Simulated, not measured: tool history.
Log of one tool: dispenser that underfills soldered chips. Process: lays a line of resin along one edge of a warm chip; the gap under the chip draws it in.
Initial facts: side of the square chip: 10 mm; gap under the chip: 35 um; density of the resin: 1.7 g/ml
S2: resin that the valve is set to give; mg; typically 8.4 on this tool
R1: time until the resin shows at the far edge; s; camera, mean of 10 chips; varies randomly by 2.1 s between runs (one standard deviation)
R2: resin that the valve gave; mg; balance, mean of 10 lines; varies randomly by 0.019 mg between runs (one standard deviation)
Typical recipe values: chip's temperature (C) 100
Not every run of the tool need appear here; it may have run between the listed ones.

run 1 hour=0 | chip's_temperature_(C)=100 S2=8.4 | R1=300.9 R2=8.3
-- hour=3.7 new syringe of resin
run 2 hour=7.1 | chip's_temperature_(C)=88 S2=8.4 | R1=370.6 R2=8.27
run 3 hour=13.8 | chip's_temperature_(C)=88 S2=8.4 | R1=466.3 R2=8.28
-- hour=16.3 new syringe of resin
run 4 hour=18.5 | chip's_temperature_(C)=88 S2=8.4 | R1=347 R2=8.25
run 5 hour=25.5 | chip's_temperature_(C)=88 S2=7.76 | R1=454.3 R2=7.62
-- hour=29.5 new syringe of resin
run 6 hour=31.3 | chip's_temperature_(C)=94 S2=8.4 | R1=284.7 R2=8.21
run 7 hour=37.1 | chip's_temperature_(C)=94 S2=8.4 | R1=351.9 R2=8.19
-- hour=42.7 new syringe of resin
run 8 hour=45.7 | chip's_temperature_(C)=94 S2=8.4 | R1=300.5 R2=8.16
run 9 hour=50.7 | chip's_temperature_(C)=100 S2=7.42 | R1=302.9 R2=7.2
-- hour=55.4 new syringe of resin
run 10 hour=57.7 | chip's_temperature_(C)=100 S2=7.13 | R1=248.7 R2=6.92
run 11 hour=64.8 | chip's_temperature_(C)=98 S2=7.93 | R1=323.9 R2=7.67
-- hour=68 new syringe of resin
run 12 hour=72.1 | chip's_temperature_(C)=89 S2=9.65 | R1=352.7 R2=9.27
run 13 hour=77.1 | chip's_temperature_(C)=100 S2=8.21 | R1=305.4 R2=7.87
-- hour=80.9 new syringe of resin
run 14 hour=85.4 | chip's_temperature_(C)=90 S2=7.2 | R1=377.7 R2=6.87
-- hour=93.6 new syringe of resin
run 15 hour=94.7 | chip's_temperature_(C)=100 S2=7.55 | R1=234.4 R2=7.2
run 16 hour=103 | chip's_temperature_(C)=102 S2=8.4 | R1=290.1 R2=7.99
-- hour=104.8 dispensing valve cleaned and set on the balance
-- hour=107.4 new syringe of resin
run 17 hour=111 | chip's_temperature_(C)=101 S2=9.27 | R1=230.3 R2=9.27

Below are 3 alternative next runs, each starting from the tool's condition after run 17. Predict each:
run A hour=118.9 | chip's_temperature_(C)=100 S2=9.28 | R1=? R2=?
run B hour=118.9 | chip's_temperature_(C)=87 S2=9.87 | R1=? R2=?
run C hour=118.9 | chip's_temperature_(C)=112 S2=8.1 | R1=? R2=?

run=A R1=319.6 R2=9.24
run=B R1=502.9 R2=9.84
run=C R1=220.4 R2=8.07
With the hidden condition removed and each run's random variation left untouched, the same runs would have given:
run=A R1=201.6 R2=9.26
run=B R1=315.8 R2=9.86
run=C R1=139.4 R2=8.09
